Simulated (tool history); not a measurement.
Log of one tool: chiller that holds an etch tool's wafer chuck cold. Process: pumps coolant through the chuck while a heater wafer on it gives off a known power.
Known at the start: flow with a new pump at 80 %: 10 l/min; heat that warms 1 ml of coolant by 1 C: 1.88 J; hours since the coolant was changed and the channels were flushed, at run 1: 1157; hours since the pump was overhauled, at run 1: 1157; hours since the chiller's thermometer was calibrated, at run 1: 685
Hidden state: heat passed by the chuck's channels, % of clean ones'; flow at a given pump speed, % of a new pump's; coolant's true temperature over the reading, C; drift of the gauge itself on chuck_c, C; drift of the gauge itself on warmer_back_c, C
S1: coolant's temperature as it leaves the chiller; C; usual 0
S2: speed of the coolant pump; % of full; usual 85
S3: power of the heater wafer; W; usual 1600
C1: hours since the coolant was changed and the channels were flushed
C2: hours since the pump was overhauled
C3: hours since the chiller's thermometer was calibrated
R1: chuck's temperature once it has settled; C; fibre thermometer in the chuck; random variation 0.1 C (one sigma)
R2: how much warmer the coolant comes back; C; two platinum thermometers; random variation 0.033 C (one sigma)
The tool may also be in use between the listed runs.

{"run": 1, "hour": 0.0, "S1": 0, "S2": 85, "S3": 1600, "C1": 1157, "C2": 1157, "C3": 685, "R1": 11.0, "R2": 5.01}
{"run": 2, "hour": 43.6, "S1": 0, "S2": 85, "S3": 1600, "C1": 1201, "C2": 1201, "C3": 729, "R1": 10.9, "R2": 4.97}
{"run": 3, "hour": 76.6, "S1": 0, "S2": 85, "S3": 1600, "C1": 1234, "C2": 1234, "C3": 762, "R1": 11.0, "R2": 5.03}
{"run": 4, "hour": 98.5, "S1": 0, "S2": 85, "S3": 1600, "C1": 1256, "C2": 1256, "C3": 784, "R1": 11.0, "R2": 4.99}
{"run": 5, "hour": 138.5, "S1": 0, "S2": 85, "S3": 1600, "C1": 1296, "C2": 1296, "C3": 824, "R1": 10.8, "R2": 5.02}
{"run": 6, "hour": 156.9, "S1": 0, "S2": 85, "S3": 1574, "C1": 1314, "C2": 1314, "C3": 842, "R1": 10.8, "R2": 4.95}
{"run": 7, "hour": 185.2, "S1": 0, "S2": 85, "S3": 1574, "C1": 1343, "C2": 1343, "C3": 870, "R1": 10.8, "R2": 4.95}
{"run": 8, "hour": 228.9, "S1": 5, "S2": 85, "S3": 1600, "C1": 1386, "C2": 1386, "C3": 914, "R1": 15.9, "R2": 5.04}
{"run": 9, "hour": 251.8, "S1": 5, "S2": 85, "S3": 1600, "C1": 1409, "C2": 1409, "C3": 937, "R1": 16.0, "R2": 5.03}
{"run": 10, "hour": 286.3, "S1": 0, "S2": 85, "S3": 979, "C1": 1444, "C2": 1444, "C3": 971, "R1": 6.8, "R2": 3.09}
{"run": 11, "hour": 313.3, "S1": 0, "S2": 85, "S3": 979, "C1": 1471, "C2": 1471, "C3": 998, "R1": 6.6, "R2": 3.09}
{"run": 12, "hour": 338.2, "S1": 0, "S2": 85, "S3": 979, "C1": 1496, "C2": 1496, "C3": 1023, "R1": 6.7, "R2": 3.07}
{"run": 13, "hour": 371.1, "S1": 0, "S2": 85, "S3": 1600, "C1": 1528, "C2": 1528, "C3": 1056, "R1": 10.9, "R2": 5.05}
{"run": 14, "hour": 397.9, "S1": 7, "S2": 85, "S3": 1600, "C1": 1555, "C2": 1555, "C3": 1083, "R1": 17.8, "R2": 5.01}
{"hour": 402.1, "done": "chiller's thermometer calibrated"}
{"run": 15, "hour": 441.3, "S1": 0, "S2": 85, "S3": 1600, "C1": 1598, "C2": 1598, "C3": 39, "R1": 11.1, "R2": 4.99}
{"run": 16, "hour": 462.3, "S1": 0, "S2": 85, "S3": 1090, "C1": 1619, "C2": 1619, "C3": 60, "R1": 7.4, "R2": 3.43}
{"run": 17, "hour": 497.6, "S1": -6, "S2": 75, "S3": 945, "C1": 1654, "C2": 1654, "C3": 95, "R1": 1.0, "R2": 3.4}
{"hour": 520.2, "done": "chiller's thermometer calibrated, once more"}
{"run": 18, "hour": 520.2, "S1": -4, "S2": 89, "S3": 2284, "C1": 1676, "C2": 1676, "C3": 0, "R1": 11.5, "R2": 6.9}
{"run": 19, "hour": 551.9, "S1": -3, "S2": 80, "S3": 1615, "C1": 1707, "C2": 1707, "C3": 32, "R1": 8.8, "R2": 5.44}
{"run": 20, "hour": 589.4, "S1": 5, "S2": 61, "S3": 1186, "C1": 1745, "C2": 1745, "C3": 69, "R1": 15.6, "R2": 5.38}
{"run": 21, "hour": 619.5, "S1": 5, "S2": 61, "S3": 1186, "C1": 1775, "C2": 1775, "C3": 99, "R1": 15.6, "R2": 5.31}
{"run": 22, "hour": 651.3, "S1": 5, "S2": 61, "S3": 1148, "C1": 1807, "C2": 1807, "C3": 131, "R1": 15.3, "R2": 5.27}
{"run": 23, "hour": 672.9, "S1": 5, "S2": 61, "S3": 1148, "C1": 1828, "C2": 1828, "C3": 153, "R1": 15.3, "R2": 5.2}
{"run": 24, "hour": 704.9, "S1": 5, "S2": 61, "S3": 1596, "C1": 1860, "C2": 1860, "C3": 185, "R1": 19.3, "R2": 7.2}
{"run": 25, "hour": 748.4, "S1": -1, "S2": 90, "S3": 930, "C1": 1904, "C2": 1904, "C3": 228, "R1": 5.1, "R2": 2.79}
{"run": 26, "hour": 771.6, "S1": -1, "S2": 90, "S3": 930, "C1": 1927, "C2": 1927, "C3": 251, "R1": 5.4, "R2": 2.76}
{"run": 27, "hour": 803.2, "S1": -1, "S2": 90, "S3": 930, "C1": 1959, "C2": 1959, "C3": 283, "R1": 5.3, "R2": 2.79}
{"run": 28, "hour": 834.4, "S1": -1, "S2": 90, "S3": 930, "C1": 1990, "C2": 1990, "C3": 314, "R1": 5.5, "R2": 2.83}
{"run": 29, "hour": 875.8, "S1": 0, "S2": 86, "S3": 1289, "C1": 2031, "C2": 2031, "C3": 356, "R1": 9.1, "R2": 4.17}
{"run": 30, "hour": 894.1, "S1": 0, "S2": 86, "S3": 1289, "C1": 2049, "C2": 2049, "C3": 374, "R1": 9.2, "R2": 4.1}
{"run": 31, "hour": 934.3, "S1": 0, "S2": 85, "S3": 1989, "C1": 2090, "C2": 2090, "C3": 414, "R1": 14.1, "R2": 6.39}
{"run": 32, "hour": 954.9, "S1": 6, "S2": 83, "S3": 1983, "C1": 2110, "C2": 2110, "C3": 435, "R1": 20.6, "R2": 6.5}

Hidden state or all else? Some run-to-run changes of R1, split into what the settings, what came in and random variation would give without the hidden state, and what is left for the hidden state (with any gauge scatter that isn't in both results):
Run 9 -> 10: S1 5 -> 0, S3 1600 -> 979. R1 -9.2 C: hidden state -0.4, all else -8.8.
Run 17 -> 18: S1 -6 -> -4, S2 75 -> 89, S3 945 -> 2284, chiller's thermometer calibrated, once more. R1 +10.5 C: hidden state +0.9, all else +9.6.
Run 24 -> 25: S1 5 -> -1, S2 61 -> 90, S3 1596 -> 930. R1 -14.2 C: hidden state -0.9, all else -13.3.
Run 30 -> 31: S2 86 -> 85, S3 1289 -> 1989. R1 +4.9 C: hidden state +0.6, all else +4.3.
